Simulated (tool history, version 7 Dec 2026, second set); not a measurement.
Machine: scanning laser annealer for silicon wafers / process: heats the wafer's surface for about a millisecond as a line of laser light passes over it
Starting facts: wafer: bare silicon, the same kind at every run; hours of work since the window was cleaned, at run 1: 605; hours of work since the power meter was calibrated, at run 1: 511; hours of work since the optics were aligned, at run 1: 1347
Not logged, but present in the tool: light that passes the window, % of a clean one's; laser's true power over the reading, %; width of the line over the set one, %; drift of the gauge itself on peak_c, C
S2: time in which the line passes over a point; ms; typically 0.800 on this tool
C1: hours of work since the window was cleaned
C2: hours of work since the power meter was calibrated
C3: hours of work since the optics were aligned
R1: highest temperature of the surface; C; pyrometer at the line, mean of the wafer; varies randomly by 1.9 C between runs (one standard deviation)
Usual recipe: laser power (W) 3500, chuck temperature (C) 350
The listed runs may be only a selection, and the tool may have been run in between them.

{"run": 1, "hour": 0.0, "laser power (W)": 3500, "S2": 0.8, "chuck temperature (C)": 350, "C1": 605, "C2": 511, "C3": 1347, "R1": 1102}
{"run": 2, "hour": 22.3, "laser power (W)": 3565, "S2": 0.8, "chuck temperature (C)": 350, "C1": 618, "C2": 524, "C3": 1359, "R1": 1115}
{"run": 3, "hour": 40.4, "laser power (W)": 3565, "S2": 0.8, "chuck temperature (C)": 350, "C1": 628, "C2": 534, "C3": 1369, "R1": 1118}
{"run": 4, "hour": 70.2, "laser power (W)": 3500, "S2": 0.8, "chuck temperature (C)": 350, "C1": 644, "C2": 550, "C3": 1386, "R1": 1096}
{"run": 5, "hour": 86.0, "laser power (W)": 3639, "S2": 0.8, "chuck temperature (C)": 350, "C1": 653, "C2": 559, "C3": 1395, "R1": 1136}
{"run": 6, "hour": 110.4, "laser power (W)": 3500, "S2": 0.655, "chuck temperature (C)": 350, "C1": 666, "C2": 572, "C3": 1408, "R1": 1025}
{"run": 7, "hour": 140.7, "laser power (W)": 3500, "S2": 0.655, "chuck temperature (C)": 350, "C1": 683, "C2": 589, "C3": 1425, "R1": 1026}
{"run": 8, "hour": 165.0, "laser power (W)": 3500, "S2": 0.655, "chuck temperature (C)": 350, "C1": 697, "C2": 603, "C3": 1438, "R1": 1021}
{"run": 9, "hour": 189.3, "laser power (W)": 3500, "S2": 0.655, "chuck temperature (C)": 350, "C1": 710, "C2": 616, "C3": 1452, "R1": 1025}
{"run": 10, "hour": 205.1, "laser power (W)": 3500, "S2": 0.655, "chuck temperature (C)": 350, "C1": 719, "C2": 625, "C3": 1461, "R1": 1024}
{"run": 11, "hour": 233.2, "laser power (W)": 3500, "S2": 0.908, "chuck temperature (C)": 350, "C1": 735, "C2": 641, "C3": 1476, "R1": 1145}
{"run": 12, "hour": 251.4, "laser power (W)": 3500, "S2": 0.643, "chuck temperature (C)": 350, "C1": 745, "C2": 651, "C3": 1487, "R1": 1016}
{"run": 13, "hour": 281.5, "laser power (W)": 3500, "S2": 0.643, "chuck temperature (C)": 350, "C1": 761, "C2": 668, "C3": 1503, "R1": 1015}
{"run": 14, "hour": 302.0, "laser power (W)": 3500, "S2": 0.643, "chuck temperature (C)": 350, "C1": 773, "C2": 679, "C3": 1515, "R1": 1014}
{"run": 15, "hour": 327.7, "laser power (W)": 3500, "S2": 0.643, "chuck temperature (C)": 350, "C1": 787, "C2": 693, "C3": 1529, "R1": 1012}
{"run": 16, "hour": 355.9, "laser power (W)": 3500, "S2": 0.582, "chuck temperature (C)": 350, "C1": 803, "C2": 709, "C3": 1545, "R1": 978}
{"run": 17, "hour": 379.0, "laser power (W)": 3500, "S2": 0.582, "chuck temperature (C)": 350, "C1": 816, "C2": 722, "C3": 1557, "R1": 978}
{"run": 18, "hour": 398.7, "laser power (W)": 3500, "S2": 0.582, "chuck temperature (C)": 350, "C1": 827, "C2": 733, "C3": 1568, "R1": 978}
{"run": 19, "hour": 424.5, "laser power (W)": 3500, "S2": 0.599, "chuck temperature (C)": 370, "C1": 841, "C2": 747, "C3": 1583, "R1": 1006}
{"run": 20, "hour": 442.2, "laser power (W)": 3388, "S2": 0.599, "chuck temperature (C)": 370, "C1": 851, "C2": 757, "C3": 1592, "R1": 982}
{"run": 21, "hour": 472.8, "laser power (W)": 3388, "S2": 0.599, "chuck temperature (C)": 370, "C1": 868, "C2": 774, "C3": 1609, "R1": 978}
{"hour": 486.8, "done": "optics aligned, line set to its width"}
{"run": 22, "hour": 491.2, "laser power (W)": 3388, "S2": 0.648, "chuck temperature (C)": 370, "C1": 875, "C2": 781, "C3": 2, "R1": 1016}
{"run": 23, "hour": 510.6, "laser power (W)": 3388, "S2": 0.648, "chuck temperature (C)": 370, "C1": 886, "C2": 792, "C3": 13, "R1": 1013}
{"run": 24, "hour": 536.5, "laser power (W)": 3663, "S2": 0.609, "chuck temperature (C)": 325, "C1": 900, "C2": 806, "C3": 28, "R1": 1013}
{"run": 25, "hour": 561.5, "laser power (W)": 3663, "S2": 0.609, "chuck temperature (C)": 325, "C1": 914, "C2": 820, "C3": 41, "R1": 1010}
{"run": 26, "hour": 588.4, "laser power (W)": 3500, "S2": 0.803, "chuck temperature (C)": 373, "C1": 929, "C2": 835, "C3": 56, "R1": 1114}
{"run": 27, "hour": 612.1, "laser power (W)": 3500, "S2": 0.803, "chuck temperature (C)": 373, "C1": 942, "C2": 848, "C3": 70, "R1": 1116}
{"run": 28, "hour": 627.7, "laser power (W)": 3500, "S2": 0.803, "chuck temperature (C)": 373, "C1": 951, "C2": 857, "C3": 78, "R1": 1115}
{"run": 29, "hour": 646.8, "laser power (W)": 3500, "S2": 0.803, "chuck temperature (C)": 373, "C1": 962, "C2": 868, "C3": 89, "R1": 1117}
{"run": 30, "hour": 659.6, "laser power (W)": 3529, "S2": 0.651, "chuck temperature (C)": 360, "C1": 969, "C2": 875, "C3": 96, "R1": 1037}
{"run": 31, "hour": 683.8, "laser power (W)": 3661, "S2": 0.8, "chuck temperature (C)": 382, "C1": 982, "C2": 888, "C3": 109, "R1": 1162}
{"run": 32, "hour": 697.5, "laser power (W)": 3017, "S2": 0.8, "chuck temperature (C)": 350, "C1": 990, "C2": 896, "C3": 117, "R1": 963}
{"hour": 706.8, "done": "window over the wafer cleaned"}
{"run": 33, "hour": 721.8, "laser power (W)": 3372, "S2": 0.8, "chuck temperature (C)": 343, "C1": 8, "C2": 908, "C3": 129, "R1": 1099}
{"run": 34, "hour": 737.0, "laser power (W)": 3138, "S2": 0.863, "chuck temperature (C)": 352, "C1": 17, "C2": 917, "C3": 138, "R1": 1071}

The next listed run, before its measurement:
{"run": 35, "hour": 752.3, "laser power (W)": 3372, "S2": 0.59, "chuck temperature (C)": 333, "C1": 25, "C2": 925, "C3": 146, "R1": "?"}

R1: 981 C
On a tool with no hidden condition, and with the same random variation, this run would have come out at R1 992 C.
